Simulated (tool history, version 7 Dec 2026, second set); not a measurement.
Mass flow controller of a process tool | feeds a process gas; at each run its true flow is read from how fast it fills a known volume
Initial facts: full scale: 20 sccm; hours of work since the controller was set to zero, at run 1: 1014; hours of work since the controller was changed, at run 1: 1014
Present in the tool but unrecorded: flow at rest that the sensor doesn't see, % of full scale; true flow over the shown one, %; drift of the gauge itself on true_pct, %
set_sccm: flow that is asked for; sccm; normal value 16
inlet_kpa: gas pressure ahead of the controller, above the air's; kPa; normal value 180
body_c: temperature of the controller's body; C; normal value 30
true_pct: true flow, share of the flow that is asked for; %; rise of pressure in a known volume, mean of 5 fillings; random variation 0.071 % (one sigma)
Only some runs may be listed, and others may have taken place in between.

run	hour	set_sccm	inlet_kpa	body_c	hours of work since the controller was set to zero	hours of work since the controller was changed	true_pct
1	0	16	180	30	1014	1014	99.38
2	113	17	180	30	1098	1098	99.48
3	169.5	17	271	30	1139	1139	100.3
4	274.6	17	271	30	1217	1217	100.17
5	337.8	17	169	30	1264	1264	99.37
6	392.1	10	180	30	1304	1304	98.53
7	462.4	16	180	30	1356	1356	99.52
8	527.5	16	180	30	1404	1404	99.31
9	583.8	16	180	30	1446	1446	99.33
10	678.6	16	180	28	1516	1516	99.31
11	779.7	16	180	28	1591	1591	99.06
12	863.2	16	180	28	1652	1652	99.23
13	958.6	16	180	28	1723	1723	99.17
14	1070	16	180	28	1805	1805	99.2
15	1176.5	16	180	28	1884	1884	99.05
16	1229.9	16	180	30	1923	1923	99.29
17	1304.9	16	180	30	1979	1979	99.31
18	1372.8	16	180	30	2029	2029	99.21
19	1445.4	16	180	30	2083	2083	99.31
20	1544.4	16	180	38	2156	2156	99.72
21	1657.2	16	180	38	2239	2239	99.76
22	1751	16	180	30	2309	2309	99.25
23	1814.3	16	180	30	2355	2355	99.25
24	1915.4	11	180	30	2430	2430	98.65
25	2025	11	180	30	2511	2511	98.7
26	2079.1	11	185	30	2551	2551	98.69
27	2165.4	6	199	22	2615	2615	97.91
28	2213.6	6	199	22	2651	2651	98.04
29	2303.2	8	180	30	2717	2717	98.43
30	2409.1	8	212	31	2795	2795	98.71
31	2513	5	167	21	2872	2872	97.71
32	2608	7	171	22	2942	2942	97.75
33	2686.8	3	264	22	3000	3000	99.44
34	2789.5	7	198	25	3076	3076	98.19
35	2841.9	5	198	38	3115	3115	99.3
36	2948.4	9	198	39	3194	3194	99.11
37	3012.8	14	272	27	3241	3241	99.49
38	3081	5	174	32	3292	3292	98.73
39	3164.9	9	177	24	3354	3354	98.07
40	3240.2	7	187	28	3410	3410	98.29
41	3315.8	7	187	28	3465	3465	98.33
42	3362.5	7	187	28	3500	3500	98.27
43	3457.2	5	175	22	3570	3570	98.01
44	3566.6	5	175	22	3651	3651	98.12
45	3661.6	9	180	23	3721	3721	98.01
46	3764.2	14	180	30	3797	3797	98.81
47	3859.2	17	216	30	3867	3867	99.31
48	3935.5	17	216	30	3924	3924	99.37
49	4012.1	16	278	32	3980	3980	99.86

Predict each of these 4 candidate next runs independently; none follows another, all start after run 49:
A	4101.1	5	171	21	4046	4046	?
B	4101.1	16	183	26	4046	4046	?
C	4101.1	2	184	20	4046	4046	?
D	4101.1	2	262	37	4046	4046	?

run	true_pct
A	98.22
B	98.94
C	101.3
D	103.06
What these runs would have given with no unlogged condition in the tool:
run	true_pct
A	97.13
B	99.46
C	96.71
D	98.47
